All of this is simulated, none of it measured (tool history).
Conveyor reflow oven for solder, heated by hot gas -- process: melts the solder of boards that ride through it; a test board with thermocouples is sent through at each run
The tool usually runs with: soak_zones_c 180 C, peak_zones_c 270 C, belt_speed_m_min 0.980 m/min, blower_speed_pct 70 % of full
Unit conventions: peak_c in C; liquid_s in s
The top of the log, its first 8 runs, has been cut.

run	hour	soak_zones_c	peak_zones_c	belt_speed_m_min	blower_speed_pct	peak_c	liquid_s
9	76.7	180	270	0.942	70	247.1	35.2
10	86.3	177	270	0.980	70	244.9	32.0
11	92.4	177	270	0.980	70	245.2	31.4
12	104.1	180	270	0.886	70	248.7	39.6
13	113.7	180	270	0.980	57	239.9	28.0
# hour 119.3: flux residue cleaned out of gas plates and filters
14	131.0	180	270	0.980	70	243.5	31.6
15	137.8	180	270	0.980	70	243.9	31.9
16	147.1	180	270	0.980	56	236.8	25.5
17	153.7	180	270	0.980	56	237.6	25.6
18	159.1	180	270	0.943	56	239.1	28.6
19	167.5	170	262	1.117	52	218.8	2.9
20	174.4	177	270	1.108	62	233.5	18.6
# hour 182.3: flux residue cleaned out of gas plates and filters, once more
21	191.4	177	270	1.108	62	238.1	22.9
22	198.6	167	270	1.108	62	235.1	19.0
23	209.8	167	270	1.150	62	233.0	16.9
24	219.1	181	270	0.817	78	255.7	47.8
25	226.6	180	261	1.034	70	238.3	27.0
26	233.5	180	261	1.034	70	238.2	26.6
27	239.2	180	258	0.980	70	237.5	28.4
28	245.3	180	258	0.980	70	237.3	28.2
29	254.3	169	280	0.980	62	248.7	31.6
30	265.8	167	276	0.875	70	253.8	39.3

Predict each of these 3 candidate next runs independently; none follows another, all start after run 30:
A	276.9	192	276	0.804	55	?	?
B	276.9	165	261	1.130	70	?	?
C	276.9	180	264	1.169	70	?	?

run	peak_c	liquid_s
A	255.8	51.0
B	230.7	15.2
C	235.0	20.3
With the hidden condition removed and each run's random variation left untouched, the same runs would have given:
run	peak_c	liquid_s
A	256.6	51.1
B	231.8	16.1
C	236.1	21.0

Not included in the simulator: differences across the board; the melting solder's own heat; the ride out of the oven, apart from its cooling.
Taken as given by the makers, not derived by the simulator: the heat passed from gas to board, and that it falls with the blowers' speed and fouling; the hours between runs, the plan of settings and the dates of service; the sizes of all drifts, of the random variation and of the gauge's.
